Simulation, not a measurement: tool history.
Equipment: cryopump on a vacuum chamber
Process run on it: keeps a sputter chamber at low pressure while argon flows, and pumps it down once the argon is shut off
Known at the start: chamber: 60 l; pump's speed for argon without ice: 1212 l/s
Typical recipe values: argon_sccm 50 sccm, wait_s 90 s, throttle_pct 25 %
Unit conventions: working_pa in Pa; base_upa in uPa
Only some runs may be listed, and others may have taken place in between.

run     day  argon_sccm  wait_s  throttle_pct  working_pa  base_upa
  1   0.000          50      90            25      0.3075      3.73
  2   3.383          50      90            25      0.3117      4.10
      5.679  -- pump warmed up, emptied and cooled again
  3   7.117          50      90            25      0.2802      3.27
  4  10.162          50      90            25      0.2843      3.47
  5  12.079          50      90            25      0.2854      3.53
  6  14.083          50      90            25      0.2864      3.73
  7  16.321          50      90            25      0.2881      3.92
  8  18.175          50      90            25      0.2915      3.95
  9  20.692          50      90            25      0.2923      4.09
 10  23.975          48     112            27      0.2643      4.16
 11  26.512          50      20            22      0.3373      8.08
     28.950  -- leaking fittings of the chamber tightened, without venting
 12  29.192          50      20            22      0.3383      5.21
 13  31.696          50      20            22      0.3418      5.52
 14  34.329          50      20            22      0.3475      5.76
     36.742  -- pump warmed up, emptied and cooled again
 15  37.917          50     290            22      0.3182      0.89
 16  40.612          50      73            40      0.1783      1.94
 17  42.179          38      90            34      0.1589      1.85
 18  44.421          71      90            46      0.2248      1.92

What if the next run were any one of these 3? Each begins from the tool's condition after run 18:
  A  46.496          72      79            25           ?         ?
  B  46.496          21      30            33           ?         ?
  C  46.496          61      84            30           ?         ?

run  working_pa  base_upa
  A      0.4139      2.10
  B      0.0924      4.18
  C      0.2955      2.12
With no hidden state in the tool, these same runs would have given:
run  working_pa  base_upa
  A      0.4003      1.46
  B      0.0884      3.52
  C      0.2839      1.45
